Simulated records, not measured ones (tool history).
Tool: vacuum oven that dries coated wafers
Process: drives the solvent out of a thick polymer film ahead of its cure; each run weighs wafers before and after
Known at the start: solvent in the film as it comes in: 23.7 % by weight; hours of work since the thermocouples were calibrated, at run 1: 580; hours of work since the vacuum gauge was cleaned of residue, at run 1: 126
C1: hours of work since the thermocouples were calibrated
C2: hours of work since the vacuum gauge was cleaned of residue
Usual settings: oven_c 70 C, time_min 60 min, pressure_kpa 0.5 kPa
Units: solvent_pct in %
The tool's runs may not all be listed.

{"run": 1, "hour": 0.0, "oven_c": 70, "time_min": 60, "pressure_kpa": 0.5, "C1": 580, "C2": 126, "solvent_pct": 2.57}
{"run": 2, "hour": 19.0, "oven_c": 70, "time_min": 60, "pressure_kpa": 0.5, "C1": 590, "C2": 136, "solvent_pct": 2.54}
{"run": 3, "hour": 41.9, "oven_c": 70, "time_min": 60, "pressure_kpa": 0.5, "C1": 602, "C2": 149, "solvent_pct": 2.53}
{"run": 4, "hour": 69.2, "oven_c": 70, "time_min": 60, "pressure_kpa": 0.5, "C1": 617, "C2": 163, "solvent_pct": 2.53}
{"run": 5, "hour": 104.4, "oven_c": 70, "time_min": 60, "pressure_kpa": 0.5, "C1": 636, "C2": 182, "solvent_pct": 2.53}
{"run": 6, "hour": 143.5, "oven_c": 70, "time_min": 60, "pressure_kpa": 0.5, "C1": 656, "C2": 202, "solvent_pct": 2.6}
{"run": 7, "hour": 177.3, "oven_c": 70, "time_min": 69, "pressure_kpa": 0.5, "C1": 674, "C2": 220, "solvent_pct": 2.01}
{"run": 8, "hour": 194.7, "oven_c": 70, "time_min": 69, "pressure_kpa": 0.5, "C1": 683, "C2": 229, "solvent_pct": 2.07}
{"run": 9, "hour": 229.3, "oven_c": 70, "time_min": 60, "pressure_kpa": 0.5, "C1": 702, "C2": 248, "solvent_pct": 2.52}
{"run": 10, "hour": 252.8, "oven_c": 70, "time_min": 69, "pressure_kpa": 0.5, "C1": 714, "C2": 260, "solvent_pct": 2.01}
{"run": 11, "hour": 288.8, "oven_c": 70, "time_min": 69, "pressure_kpa": 0.5, "C1": 733, "C2": 279, "solvent_pct": 2.1}
{"run": 12, "hour": 305.8, "oven_c": 67, "time_min": 60, "pressure_kpa": 0.5, "C1": 742, "C2": 288, "solvent_pct": 3.57}
{"run": 13, "hour": 337.2, "oven_c": 67, "time_min": 60, "pressure_kpa": 0.486, "C1": 759, "C2": 305, "solvent_pct": 3.53}
{"run": 14, "hour": 357.8, "oven_c": 70, "time_min": 60, "pressure_kpa": 0.5, "C1": 769, "C2": 316, "solvent_pct": 2.55}
{"run": 15, "hour": 385.0, "oven_c": 70, "time_min": 60, "pressure_kpa": 0.5, "C1": 784, "C2": 330, "solvent_pct": 2.67}
{"hour": 389.4, "done": "oven's thermocouples calibrated"}
{"run": 16, "hour": 426.2, "oven_c": 70, "time_min": 60, "pressure_kpa": 0.5, "C1": 19, "C2": 351, "solvent_pct": 2.86}
{"run": 17, "hour": 445.8, "oven_c": 70, "time_min": 60, "pressure_kpa": 0.5, "C1": 30, "C2": 361, "solvent_pct": 2.92}
{"run": 18, "hour": 465.5, "oven_c": 70, "time_min": 60, "pressure_kpa": 0.5, "C1": 40, "C2": 371, "solvent_pct": 2.91}
{"run": 19, "hour": 505.6, "oven_c": 70, "time_min": 60, "pressure_kpa": 0.5, "C1": 61, "C2": 393, "solvent_pct": 2.92}
{"hour": 522.0, "done": "oven's thermocouples calibrated, once more"}
{"run": 20, "hour": 546.6, "oven_c": 70, "time_min": 60, "pressure_kpa": 0.5, "C1": 13, "C2": 413, "solvent_pct": 2.07}
{"run": 21, "hour": 583.8, "oven_c": 57, "time_min": 38, "pressure_kpa": 0.554, "C1": 33, "C2": 433, "solvent_pct": 9.99}
{"run": 22, "hour": 618.0, "oven_c": 70, "time_min": 60, "pressure_kpa": 0.774, "C1": 51, "C2": 451, "solvent_pct": 2.45}
{"run": 23, "hour": 639.1, "oven_c": 70, "time_min": 60, "pressure_kpa": 0.774, "C1": 62, "C2": 462, "solvent_pct": 2.43}
{"run": 24, "hour": 658.1, "oven_c": 70, "time_min": 60, "pressure_kpa": 0.774, "C1": 72, "C2": 472, "solvent_pct": 2.51}
{"run": 25, "hour": 684.7, "oven_c": 70, "time_min": 60, "pressure_kpa": 0.774, "C1": 86, "C2": 486, "solvent_pct": 2.46}
{"run": 26, "hour": 723.8, "oven_c": 79, "time_min": 44, "pressure_kpa": 0.875, "C1": 107, "C2": 507, "solvent_pct": 1.61}
{"run": 27, "hour": 740.6, "oven_c": 59, "time_min": 55, "pressure_kpa": 0.725, "C1": 116, "C2": 516, "solvent_pct": 7.14}
{"run": 28, "hour": 773.2, "oven_c": 65, "time_min": 107, "pressure_kpa": 0.5, "C1": 133, "C2": 533, "solvent_pct": 1.49}
{"run": 29, "hour": 798.4, "oven_c": 68, "time_min": 49, "pressure_kpa": 1.086, "C1": 146, "C2": 546, "solvent_pct": 4.42}
{"run": 30, "hour": 819.2, "oven_c": 68, "time_min": 49, "pressure_kpa": 1.086, "C1": 157, "C2": 557, "solvent_pct": 4.42}
{"run": 31, "hour": 858.7, "oven_c": 72, "time_min": 60, "pressure_kpa": 0.5, "C1": 178, "C2": 578, "solvent_pct": 1.7}
{"run": 32, "hour": 876.2, "oven_c": 72, "time_min": 83, "pressure_kpa": 1.345, "C1": 187, "C2": 587, "solvent_pct": 2.12}
{"run": 33, "hour": 909.0, "oven_c": 72, "time_min": 83, "pressure_kpa": 1.345, "C1": 205, "C2": 605, "solvent_pct": 2.08}
{"run": 34, "hour": 929.0, "oven_c": 65, "time_min": 34, "pressure_kpa": 0.93, "C1": 215, "C2": 615, "solvent_pct": 7.75}
{"run": 35, "hour": 950.2, "oven_c": 79, "time_min": 84, "pressure_kpa": 1.257, "C1": 226, "C2": 627, "solvent_pct": 1.27}
{"run": 36, "hour": 981.1, "oven_c": 68, "time_min": 34, "pressure_kpa": 0.297, "C1": 243, "C2": 643, "solvent_pct": 5.7}
{"run": 37, "hour": 1002.3, "oven_c": 74, "time_min": 60, "pressure_kpa": 1.129, "C1": 254, "C2": 654, "solvent_pct": 2.09}
{"run": 38, "hour": 1019.1, "oven_c": 74, "time_min": 60, "pressure_kpa": 1.129, "C1": 263, "C2": 663, "solvent_pct": 2.05}
{"run": 39, "hour": 1054.9, "oven_c": 74, "time_min": 60, "pressure_kpa": 1.129, "C1": 282, "C2": 682, "solvent_pct": 2.07}
{"run": 40, "hour": 1075.1, "oven_c": 74, "time_min": 60, "pressure_kpa": 1.129, "C1": 292, "C2": 693, "solvent_pct": 2.09}

4 ways to go on from here, each from the tool as it stands after run 40. What would each give?
{"run": "A", "hour": 1109.0, "oven_c": 67, "time_min": 37, "pressure_kpa": 0.282, "C1": 310, "C2": 710, "solvent_pct": "?"}
{"run": "B", "hour": 1109.0, "oven_c": 57, "time_min": 60, "pressure_kpa": 0.5, "C1": 310, "C2": 710, "solvent_pct": "?"}
{"run": "C", "hour": 1109.0, "oven_c": 55, "time_min": 71, "pressure_kpa": 1.121, "C1": 310, "C2": 710, "solvent_pct": "?"}
{"run": "D", "hour": 1109.0, "oven_c": 59, "time_min": 60, "pressure_kpa": 0.5, "C1": 310, "C2": 710, "solvent_pct": "?"}

run=A solvent_pct=5.62
run=B solvent_pct=7.34
run=C solvent_pct=8.44
run=D solvent_pct=6.39
Without the tool's hidden state the same runs would have given:
run=A solvent_pct=5.67
run=B solvent_pct=7.35
run=C solvent_pct=8.44
run=D solvent_pct=6.4
